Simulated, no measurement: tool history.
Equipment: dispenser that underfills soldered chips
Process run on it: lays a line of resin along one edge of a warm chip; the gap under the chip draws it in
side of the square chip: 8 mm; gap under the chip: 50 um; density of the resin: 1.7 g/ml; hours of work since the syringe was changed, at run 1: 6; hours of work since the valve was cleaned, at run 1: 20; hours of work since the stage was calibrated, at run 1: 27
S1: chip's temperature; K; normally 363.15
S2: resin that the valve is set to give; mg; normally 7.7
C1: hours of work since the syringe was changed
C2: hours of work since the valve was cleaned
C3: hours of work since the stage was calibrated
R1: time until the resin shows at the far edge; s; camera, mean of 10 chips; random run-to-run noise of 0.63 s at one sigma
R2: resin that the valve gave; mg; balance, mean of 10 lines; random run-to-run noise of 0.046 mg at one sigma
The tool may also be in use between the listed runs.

{"run": 1, "hour": 0.0, "S1": 363.15, "S2": 7.7, "C1": 6, "C2": 20, "C3": 27, "R1": 72.6, "R2": 7.7}
{"hour": 1.4, "done": "new syringe of resin"}
{"run": 2, "hour": 3.7, "S1": 363.15, "S2": 8.1, "C1": 2, "C2": 22, "C3": 29, "R1": 58.6, "R2": 8.1}
{"run": 3, "hour": 7.7, "S1": 363.15, "S2": 8.1, "C1": 5, "C2": 25, "C3": 32, "R1": 66.2, "R2": 7.98}
{"hour": 11.3, "done": "new syringe of resin"}
{"run": 4, "hour": 11.4, "S1": 363.15, "S2": 8.1, "C1": 0, "C2": 28, "C3": 35, "R1": 55.8, "R2": 7.98}
{"run": 5, "hour": 13.6, "S1": 363.15, "S2": 7.7, "C1": 2, "C2": 30, "C3": 36, "R1": 59.8, "R2": 7.56}
{"run": 6, "hour": 17.6, "S1": 363.15, "S2": 7.7, "C1": 5, "C2": 32, "C3": 39, "R1": 67.9, "R2": 7.57}
{"hour": 21.3, "done": "new syringe of resin"}
{"run": 7, "hour": 21.6, "S1": 374.15, "S2": 7.7, "C1": 0, "C2": 35, "C3": 42, "R1": 37.2, "R2": 7.63}
{"run": 8, "hour": 24.4, "S1": 374.15, "S2": 7.7, "C1": 2, "C2": 37, "C3": 44, "R1": 40.4, "R2": 7.61}
{"run": 9, "hour": 28.9, "S1": 374.15, "S2": 7.7, "C1": 6, "C2": 41, "C3": 47, "R1": 46.2, "R2": 7.57}
{"hour": 31.2, "done": "new syringe of resin"}
{"run": 10, "hour": 34.1, "S1": 363.15, "S2": 7.7, "C1": 2, "C2": 44, "C3": 51, "R1": 60.8, "R2": 7.62}
{"run": 11, "hour": 38.8, "S1": 363.15, "S2": 7.7, "C1": 6, "C2": 48, "C3": 54, "R1": 70.9, "R2": 7.51}
{"hour": 41.1, "done": "new syringe of resin"}
{"run": 12, "hour": 43.5, "S1": 363.15, "S2": 7.7, "C1": 2, "C2": 51, "C3": 58, "R1": 59.9, "R2": 7.59}
{"run": 13, "hour": 47.8, "S1": 363.15, "S2": 7.7, "C1": 5, "C2": 54, "C3": 61, "R1": 66.9, "R2": 7.56}
{"hour": 50.9, "done": "new syringe of resin"}
{"run": 14, "hour": 51.3, "S1": 349.15, "S2": 7.01, "C1": 0, "C2": 56, "C3": 63, "R1": 98.1, "R2": 6.81}
{"run": 15, "hour": 54.1, "S1": 349.15, "S2": 7.01, "C1": 2, "C2": 58, "C3": 65, "R1": 106.9, "R2": 6.88}
{"run": 16, "hour": 58.7, "S1": 365.15, "S2": 8.85, "C1": 6, "C2": 62, "C3": 69, "R1": 63.6, "R2": 8.67}
{"hour": 60.9, "done": "new syringe of resin"}
{"run": 17, "hour": 62.7, "S1": 364.15, "S2": 8.15, "C1": 1, "C2": 64, "C3": 71, "R1": 54.9, "R2": 7.92}
{"run": 18, "hour": 67.3, "S1": 368.15, "S2": 8.65, "C1": 5, "C2": 68, "C3": 75, "R1": 54.2, "R2": 8.4}
{"hour": 70.7, "done": "new syringe of resin"}
{"run": 19, "hour": 70.9, "S1": 372.15, "S2": 8.81, "C1": 0, "C2": 70, "C3": 77, "R1": 37.3, "R2": 8.59}
{"run": 20, "hour": 75.6, "S1": 365.15, "S2": 7.91, "C1": 4, "C2": 74, "C3": 80, "R1": 58.4, "R2": 7.66}
{"run": 21, "hour": 77.8, "S1": 348.15, "S2": 8.67, "C1": 5, "C2": 75, "C3": 82, "R1": 119.1, "R2": 8.41}
{"hour": 80.6, "done": "new syringe of resin"}
{"run": 22, "hour": 82.3, "S1": 370.15, "S2": 9.31, "C1": 1, "C2": 78, "C3": 85, "R1": 43.6, "R2": 9}
{"run": 23, "hour": 87.2, "S1": 373.15, "S2": 7.72, "C1": 5, "C2": 82, "C3": 89, "R1": 47.4, "R2": 7.48}
{"hour": 90.5, "done": "new syringe of resin"}
{"run": 24, "hour": 90.9, "S1": 349.15, "S2": 8.67, "C1": 0, "C2": 84, "C3": 91, "R1": 91.9, "R2": 8.41}
{"run": 25, "hour": 96.0, "S1": 349.15, "S2": 8.67, "C1": 4, "C2": 88, "C3": 95, "R1": 107.8, "R2": 8.36}
{"run": 26, "hour": 98.9, "S1": 363.15, "S2": 6.5, "C1": 6, "C2": 90, "C3": 97, "R1": 74.6, "R2": 6.14}

Predict each of these 4 candidate next runs independently; none follows another, all start after run 26:
{"hour": 100.4, "done": "new syringe of resin"}
{"run": "A", "hour": 101.8, "S1": 359.15, "S2": 6.5, "C1": 1, "C2": 92, "C3": 99, "R1": "?", "R2": "?"}
{"hour": 100.4, "done": "new syringe of resin"}
{"run": "B", "hour": 101.8, "S1": 366.15, "S2": 7.7, "C1": 1, "C2": 92, "C3": 99, "R1": "?", "R2": "?"}
{"hour": 100.4, "done": "new syringe of resin"}
{"run": "C", "hour": 101.8, "S1": 363.15, "S2": 9.02, "C1": 1, "C2": 92, "C3": 99, "R1": "?", "R2": "?"}
{"hour": 100.4, "done": "new syringe of resin"}
{"run": "D", "hour": 101.8, "S1": 378.15, "S2": 9.87, "C1": 1, "C2": 92, "C3": 99, "R1": "?", "R2": "?"}

run=A R1=67.5 R2=6.31
run=B R1=49.8 R2=7.32
run=C R1=54.2 R2=8.57
run=D R1=32 R2=9.5
With no hidden state in the tool, these same runs would have given:
run=A R1=66.1 R2=6.56
run=B R1=49.1 R2=7.61
run=C R1=53.6 R2=8.91
run=D R1=31.7 R2=9.87

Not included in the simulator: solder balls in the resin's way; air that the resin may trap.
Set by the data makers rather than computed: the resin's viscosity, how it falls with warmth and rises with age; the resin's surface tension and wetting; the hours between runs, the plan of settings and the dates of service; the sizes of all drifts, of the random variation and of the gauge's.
